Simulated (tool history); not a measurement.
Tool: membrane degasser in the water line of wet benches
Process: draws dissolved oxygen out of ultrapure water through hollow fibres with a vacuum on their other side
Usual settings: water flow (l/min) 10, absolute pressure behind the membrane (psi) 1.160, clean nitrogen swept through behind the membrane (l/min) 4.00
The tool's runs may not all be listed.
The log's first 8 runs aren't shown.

run	day	water flow (l/min)	absolute pressure behind the membrane (psi)	clean nitrogen swept through behind the membrane (l/min)	dissolved oxygen in the water behind the degasser (ppb)	pressure that the water loses in the fibres (psi)
9	37.229	10	2.070	4.00	76.6	6.634
10	41.521	8	1.160	4.00	29.2	5.352
11	45.292	8	1.160	4.00	29.0	5.314
12	51.854	8	1.130	4.00	28.0	5.424
13	55.692	10	1.160	4.00	38.2	6.643
14	60.538	10	1.160	4.00	38.5	6.715
15	63.438	10	1.160	4.00	38.8	6.733
16	69.425	10	1.160	4.00	38.2	6.734
17	72.292	13	2.176	5.04	91.2	8.720
18	76.529	13	2.176	5.04	92.0	8.776
19	82.346	13	2.176	5.04	91.6	8.817
20	85.421	13	0.709	1.73	56.4	8.818
21	90.179	10	0.740	4.00	21.9	6.834
22	95.100	8	0.892	2.20	34.4	5.416
# day 98.296: vacuum gauge calibrated
23	99.692	14	1.160	3.91	59.1	9.575
24	106.021	6	2.096	4.00	44.0	4.109
25	109.525	6	2.096	4.00	45.0	4.139
26	115.700	10	2.644	4.00	100.9	6.895
27	118.375	10	2.657	4.00	99.2	6.849
28	121.788	7	0.844	9.24	7.3	4.850
29	128.275	7	0.844	9.24	7.2	4.828
30	132.054	7	0.844	9.24	7.1	4.834
31	136.875	12	2.419	5.06	92.9	8.369

Forecast each of these 5 alternatives for the next run:
# day 138.846: seals of the vacuum lines changed
A	140.229	7	1.160	4.00	?	?
# day 138.846: seals of the vacuum lines changed
B	140.229	15	2.419	4.43	?	?
# day 138.846: seals of the vacuum lines changed
C	140.229	12	2.528	5.06	?	?
# day 138.846: seals of the vacuum lines changed
D	140.229	7	1.540	2.10	?	?
# day 138.846: seals of the vacuum lines changed
E	140.229	7	1.582	5.06	?	?

run	dissolved oxygen in the water behind the degasser (ppb)	pressure that the water loses in the fibres (psi)
A	23.0	4.869
B	133.8	10.454
C	92.7	8.277
D	63.0	4.875
E	29.5	4.854
Without the tool's hidden state the same runs would have given:
run	dissolved oxygen in the water behind the degasser (ppb)	pressure that the water loses in the fibres (psi)
A	21.2	4.266
B	120.8	9.159
C	85.2	7.250
D	60.8	4.271
E	27.7	4.253
